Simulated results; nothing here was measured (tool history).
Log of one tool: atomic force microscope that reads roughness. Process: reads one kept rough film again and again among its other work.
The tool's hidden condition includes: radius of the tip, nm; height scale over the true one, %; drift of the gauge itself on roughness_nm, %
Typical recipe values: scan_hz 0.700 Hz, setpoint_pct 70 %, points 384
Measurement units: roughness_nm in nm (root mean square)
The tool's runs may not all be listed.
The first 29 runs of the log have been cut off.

run,hour,scan_hz,setpoint_pct,points,pictures with this tip,hours of work since the height scale was calibrated,roughness_nm
30,1075.3,1.913,82,287,297,1513,3.331
# hour 1079.8: height scale calibrated on a step standard
# hour 1115.7: new tip fitted
31,1116.3,1.913,82,287,1,25,3.677
32,1166.7,0.914,80,287,112,60,3.848
33,1189.8,3.160,63,469,163,76,3.767
34,1218.4,0.513,71,402,226,95,3.892
35,1246.6,0.513,71,402,288,115,3.835
# hour 1279.6: height scale calibrated on a step standard, once more
36,1281.2,0.848,74,668,362,1,3.681
# hour 1288.5: new tip fitted
37,1316.8,0.700,62,384,62,25,4.085
38,1360.5,0.700,69,528,159,56,3.942
39,1392.6,0.668,86,528,230,78,3.751
40,1431.8,2.009,76,589,316,105,3.472
# hour 1459.6: new tip fitted
41,1479.8,2.009,76,589,44,137,3.758
42,1527.5,2.009,76,589,150,170,3.652
43,1550.3,0.700,60,384,200,186,3.931
44,1576.1,1.842,70,384,257,204,3.630
45,1625.2,1.083,59,683,365,238,3.737
# hour 1632.3: new tip fitted
46,1646.6,0.855,76,683,32,252,4.045
47,1682.1,0.964,60,514,110,277,4.032
48,1709.4,0.687,84,515,170,296,3.832
49,1733.5,0.687,84,515,223,312,3.778
50,1756.9,0.687,84,515,275,328,3.752
51,1780.5,0.687,84,515,327,345,3.684
# hour 1803.2: new tip fitted
52,1817.7,0.687,84,515,31,370,3.983
53,1849.9,1.213,63,387,102,392,4.024

3 ways to go on from here, each from the tool as it stands after run 53. What would each give?
A,1897.9,0.700,87,384,208,425,?
B,1897.9,0.501,70,307,208,425,?
C,1897.9,2.056,70,991,208,425,?

run,roughness_nm
A,3.733
B,3.902
C,3.682
The same runs, with their run-to-run variation unchanged, on a tool lacking any hidden condition would have given:
run,roughness_nm
A,3.956
B,4.135
C,3.902
